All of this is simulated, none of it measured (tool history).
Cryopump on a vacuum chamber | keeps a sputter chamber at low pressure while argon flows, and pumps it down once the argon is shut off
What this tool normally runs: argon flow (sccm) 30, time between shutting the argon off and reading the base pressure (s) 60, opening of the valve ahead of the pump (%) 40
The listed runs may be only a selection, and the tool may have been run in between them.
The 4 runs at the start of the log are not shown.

| run | day | argon flow (sccm) | time between shutting the argon off and reading the base pressure (s) | opening of the valve ahead of the pump (%) | pressure while argon flows (Pa) | pressure after the wait (uPa) |
|---|---|---|---|---|---|---|
| 5 | 1.967 | 30 | 161 | 40 | 0.1089 | 1.49 |
| 6 | 2.692 | 12 | 60 | 40 | 0.0422 | 2.48 |
| 7 | 3.404 | 17 | 60 | 40 | 0.0610 | 2.45 |
| 8 | 4.054 | 30 | 63 | 40 | 0.1074 | 2.44 |
| 9 | 4.425 | 30 | 22 | 40 | 0.1071 | 5.38 |
| 10 | 5.225 | 30 | 22 | 40 | 0.1069 | 5.39 |
| 11 | 6.017 | 30 | 22 | 40 | 0.1072 | 5.32 |
| 12 | 6.833 | 30 | 133 | 40 | 0.1083 | 1.67 |
| 13 | 7.242 | 30 | 86 | 40 | 0.1070 | 2.16 |
| 14 | 7.875 | 30 | 60 | 40 | 0.1077 | 2.53 |
| 15 | 8.467 | 30 | 60 | 40 | 0.1086 | 2.58 |
| 16 | 8.967 | 30 | 60 | 40 | 0.1089 | 2.56 |
| 17 | 9.417 | 30 | 60 | 17 | 0.2490 | 2.60 |
| 18 | 9.817 | 30 | 60 | 17 | 0.2496 | 2.55 |
| 19 | 10.304 | 30 | 35 | 42 | 0.1042 | 3.63 |
| 20 | 10.954 | 33 | 175 | 40 | 0.1191 | 1.47 |
| 21 | 11.429 | 12 | 297 | 23 | 0.0756 | 1.22 |
| 22 | 12.083 | 12 | 297 | 23 | 0.0741 | 1.23 |
| 23 | 12.592 | 34 | 60 | 40 | 0.1235 | 2.58 |
| 24 | 13.112 | 34 | 60 | 40 | 0.1235 | 2.51 |

Run 25 has not been measured yet. What should we expect?
| 25 | 13.688 | 30 | 31 | 55 | ? | ? |

For run 25 the tool returned pressure while argon flows (Pa) 0.0810, pressure after the wait (uPa) 4.23.
If the tool had no hidden condition, the same run with the same run-to-run variation would have returned pressure while argon flows (Pa) 0.0764, pressure after the wait (uPa) 3.53.

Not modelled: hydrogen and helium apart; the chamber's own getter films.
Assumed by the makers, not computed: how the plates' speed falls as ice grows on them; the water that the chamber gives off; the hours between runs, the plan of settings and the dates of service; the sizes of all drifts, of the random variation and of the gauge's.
